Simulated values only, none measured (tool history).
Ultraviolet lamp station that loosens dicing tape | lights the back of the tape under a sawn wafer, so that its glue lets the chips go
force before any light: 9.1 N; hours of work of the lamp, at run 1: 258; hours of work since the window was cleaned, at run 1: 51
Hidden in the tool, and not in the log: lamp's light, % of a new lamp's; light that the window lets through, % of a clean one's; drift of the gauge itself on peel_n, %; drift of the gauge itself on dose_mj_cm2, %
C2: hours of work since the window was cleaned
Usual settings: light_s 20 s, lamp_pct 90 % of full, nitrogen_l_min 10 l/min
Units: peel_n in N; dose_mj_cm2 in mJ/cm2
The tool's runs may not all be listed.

{"run": 1, "hour": 0.0, "light_s": 20, "lamp_pct": 90, "nitrogen_l_min": 10, "hours of work of the lamp": 258, "C2": 51, "peel_n": 0.571, "dose_mj_cm2": 535}
{"run": 2, "hour": 38.0, "light_s": 10, "lamp_pct": 90, "nitrogen_l_min": 10, "hours of work of the lamp": 275, "C2": 67, "peel_n": 2.175, "dose_mj_cm2": 262}
{"run": 3, "hour": 83.4, "light_s": 10, "lamp_pct": 90, "nitrogen_l_min": 10, "hours of work of the lamp": 294, "C2": 87, "peel_n": 2.146, "dose_mj_cm2": 258}
{"run": 4, "hour": 103.2, "light_s": 10, "lamp_pct": 60, "nitrogen_l_min": 10, "hours of work of the lamp": 303, "C2": 96, "peel_n": 3.397, "dose_mj_cm2": 169}
{"run": 5, "hour": 126.8, "light_s": 10, "lamp_pct": 60, "nitrogen_l_min": 10, "hours of work of the lamp": 313, "C2": 106, "peel_n": 3.388, "dose_mj_cm2": 168}
{"run": 6, "hour": 145.8, "light_s": 10, "lamp_pct": 60, "nitrogen_l_min": 10, "hours of work of the lamp": 322, "C2": 115, "peel_n": 3.482, "dose_mj_cm2": 169}
{"run": 7, "hour": 187.0, "light_s": 10, "lamp_pct": 60, "nitrogen_l_min": 10, "hours of work of the lamp": 340, "C2": 133, "peel_n": 3.49, "dose_mj_cm2": 169}
{"hour": 190.4, "done": "window cleaned of glue's vapour"}
{"run": 8, "hour": 226.2, "light_s": 10, "lamp_pct": 60, "nitrogen_l_min": 10, "hours of work of the lamp": 357, "C2": 16, "peel_n": 3.632, "dose_mj_cm2": 156}
{"run": 9, "hour": 264.2, "light_s": 10, "lamp_pct": 60, "nitrogen_l_min": 10, "hours of work of the lamp": 373, "C2": 32, "peel_n": 3.669, "dose_mj_cm2": 154}
{"run": 10, "hour": 284.3, "light_s": 17, "lamp_pct": 80, "nitrogen_l_min": 10, "hours of work of the lamp": 382, "C2": 41, "peel_n": 1.328, "dose_mj_cm2": 347}
{"hour": 296.7, "done": "window cleaned of glue's vapour, once more"}
{"run": 11, "hour": 316.5, "light_s": 17, "lamp_pct": 80, "nitrogen_l_min": 10, "hours of work of the lamp": 396, "C2": 9, "peel_n": 1.052, "dose_mj_cm2": 398}

4 ways to go on from here, each from the tool as it stands after run 11. What would each give?
{"run": "A", "hour": 360.0, "light_s": 17, "lamp_pct": 80, "nitrogen_l_min": 9, "hours of work of the lamp": 415, "C2": 28, "peel_n": "?", "dose_mj_cm2": "?"}
{"run": "B", "hour": 360.0, "light_s": 16, "lamp_pct": 64, "nitrogen_l_min": 16, "hours of work of the lamp": 415, "C2": 28, "peel_n": "?", "dose_mj_cm2": "?"}
{"run": "C", "hour": 360.0, "light_s": 20, "lamp_pct": 85, "nitrogen_l_min": 10, "hours of work of the lamp": 415, "C2": 28, "peel_n": "?", "dose_mj_cm2": "?"}
{"run": "D", "hour": 360.0, "light_s": 17, "lamp_pct": 71, "nitrogen_l_min": 15, "hours of work of the lamp": 415, "C2": 28, "peel_n": "?", "dose_mj_cm2": "?"}

run=A peel_n=1.199 dose_mj_cm2=399
run=B peel_n=1.305 dose_mj_cm2=295
run=C peel_n=0.680 dose_mj_cm2=492
run=D peel_n=0.967 dose_mj_cm2=348
Without the tool's hidden state the same runs would have given:
run=A peel_n=1.006 dose_mj_cm2=438
run=B peel_n=1.102 dose_mj_cm2=324
run=C peel_n=0.560 dose_mj_cm2=541
run=D peel_n=0.804 dose_mj_cm2=382
